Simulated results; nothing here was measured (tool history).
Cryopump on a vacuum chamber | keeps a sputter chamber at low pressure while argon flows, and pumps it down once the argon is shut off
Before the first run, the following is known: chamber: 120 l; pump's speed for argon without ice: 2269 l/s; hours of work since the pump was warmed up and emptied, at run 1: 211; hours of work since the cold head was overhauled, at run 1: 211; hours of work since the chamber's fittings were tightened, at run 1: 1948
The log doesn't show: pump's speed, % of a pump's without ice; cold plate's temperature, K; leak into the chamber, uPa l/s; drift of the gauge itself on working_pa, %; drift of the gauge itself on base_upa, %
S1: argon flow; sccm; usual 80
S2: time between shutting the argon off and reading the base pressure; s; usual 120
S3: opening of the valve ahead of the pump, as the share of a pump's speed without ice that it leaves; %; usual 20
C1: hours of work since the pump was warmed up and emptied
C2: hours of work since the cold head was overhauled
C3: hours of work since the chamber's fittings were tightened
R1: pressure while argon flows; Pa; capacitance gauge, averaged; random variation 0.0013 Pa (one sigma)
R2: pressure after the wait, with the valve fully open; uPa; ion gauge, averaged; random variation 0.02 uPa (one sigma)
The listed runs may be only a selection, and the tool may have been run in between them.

run	hour	S1	S2	S3	C1	C2	C3	R1	R2
1	0	80	120	20	211	211	1948	0.3033	1.29
2	13.6	80	120	20	219	219	1956	0.3033	1.32
3	27.9	80	120	20	227	227	1964	0.3037	1.33
4	41.6	80	120	20	235	235	1972	0.3032	1.31
5	58	80	120	20	244	244	1981	0.3047	1.34
6	68.3	80	120	20	250	250	1987	0.3035	1.4
7	80.6	80	120	20	257	257	1994	0.3023	1.44
8	95.2	80	120	20	265	265	2002	0.3036	1.36
9	105.9	80	120	20	271	271	2008	0.3031	1.35
10	121.7	75	120	20	280	280	2017	0.286	1.42
11	136.5	75	120	20	288	288	2026	0.2873	1.37
12	151.5	80	38	20	297	297	2034	0.3058	1.68
13	164.3	80	38	20	304	304	2041	0.3057	1.75
14	180.7	80	38	20	313	313	2051	0.305	1.68
15	192.8	80	38	20	320	320	2058	0.302	1.8
16	201.5	80	87	20	325	325	2063	0.3045	1.48
17	208.6	80	87	20	329	329	2067	0.3057	1.47
18	219.7	80	87	20	335	335	2073	0.3074	1.57
19	236	50	87	20	345	345	2082	0.192	1.49
20	247.5	38	131	20	351	351	2089	0.1448	1.43
21	254.9	38	131	20	355	355	2093	0.1442	1.41
22	262.4	98	143	21	360	360	2097	0.3587	1.45
23	273.7	76	254	16	366	366	2103	0.3617	1.4
24	285.4	138	120	24	373	373	2110	0.4432	1.5
25	296.3	152	23	17	379	379	2116	0.6845	2.12
26	306.3	152	23	17	384	384	2122	0.6866	2.04
27	317.1	39	120	20	391	391	2128	0.1515	1.56
28	330.5	80	69	20	398	398	2136	0.3086	1.65
29	337.8	80	73	20	402	402	2140	0.3069	1.61
30	345.9	80	50	38	407	407	2144	0.1674	1.72
31	355.9	56	50	38	413	413	2150	0.1175	1.68
32	372.1	57	46	15	422	422	2159	0.2902	1.75
33	384.9	48	76	18	429	429	2166	0.2057	1.6
34	391.7	40	228	28	433	433	2170	0.111	1.42

Branching from run 34: 4 alternative next runs. What would each branch give?
A	404.3	39	228	28	440	440	2177	?	?
B	404.3	80	40	20	440	440	2177	?	?
C	404.3	44	294	16	440	440	2177	?	?
D	404.3	38	169	20	440	440	2177	?	?

run	R1	R2
A	0.1088	1.48
B	0.3078	1.83
C	0.209	1.44
D	0.1457	1.5
Without the tool's hidden state the same runs would have given:
run	R1	R2
A	0.1038	0.22
B	0.2975	0.57
C	0.2034	0.2
D	0.1408	0.23
